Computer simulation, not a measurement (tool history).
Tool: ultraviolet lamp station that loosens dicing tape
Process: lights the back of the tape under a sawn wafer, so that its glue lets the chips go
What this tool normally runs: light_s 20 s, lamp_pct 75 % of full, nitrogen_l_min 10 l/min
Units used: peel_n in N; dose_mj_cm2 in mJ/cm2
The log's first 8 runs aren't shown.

run   hour  light_s  lamp_pct  nitrogen_l_min  hours of work of the lamp  hours of work since the window was cleaned  peel_n  dose_mj_cm2
  9  125.7       38        75              10                        253                                          48   0.297          901
 10    148       20        75               4                        271                                          66   1.331          471
 11  159.5       20        75              10                        280                                          75   0.799          473
 12    177       17        75              10                        294                                          89    1.07          400
 13  187.6       21        75              10                        303                                          98   0.719          491
 14  200.3       21        75              10                        313                                         108   0.755          493
 15  223.9       20        75              12                        332                                         127   0.733          472
 16    235       20        75               4                        340                                         136   1.311          469
 17  258.6       20        75               4                        359                                         155   1.273          468
 18  271.9       20        75               4                        370                                         165   1.332          465
 19  295.8       20        75               4                        389                                         184    1.31          469
 20  309.5       15        75               4                        400                                         195   1.972          353
 21  321.2       15        75               4                        409                                         205   1.901          350
 22  340.5       21        75               4                        425                                         220    1.22          493
 23  351.8       21        61               7                        434                                         229   1.213          401
 24  367.3       21        61               7                        446                                         241   1.217          397
 25  382.7       14        74              13                        458                                         254   1.286          327
 26  407.4       35        63              10                        478                                         273   0.404          691
 27  431.4       12        81              14                        497                                         292   1.382          303
 28  447.3       12        99              14                        510                                         305   0.979          377
 29  468.8       33        74               4                        527                                         322   0.581          762
     487.8  -- window cleaned of glue's vapour
 30  494.3       40        74               4                        547                                           5   0.429          923
 31  511.3       20        61               5                        561                                          19    1.56          389
 32  528.8       22        63               7                        575                                          33   1.116          438
 33  544.3       20        75              18                        587                                          45   0.592          469

Run 34 comes next. What will it give?
 34  562.3       20        75              18                        601                                          59       ?            ?

{"run 34": {"peel_n": 0.602, "dose_mj_cm2": 468}}
Without the tool's hidden state the same run would have given peel_n 0.598 N, dose_mj_cm2 469 mJ/cm2.

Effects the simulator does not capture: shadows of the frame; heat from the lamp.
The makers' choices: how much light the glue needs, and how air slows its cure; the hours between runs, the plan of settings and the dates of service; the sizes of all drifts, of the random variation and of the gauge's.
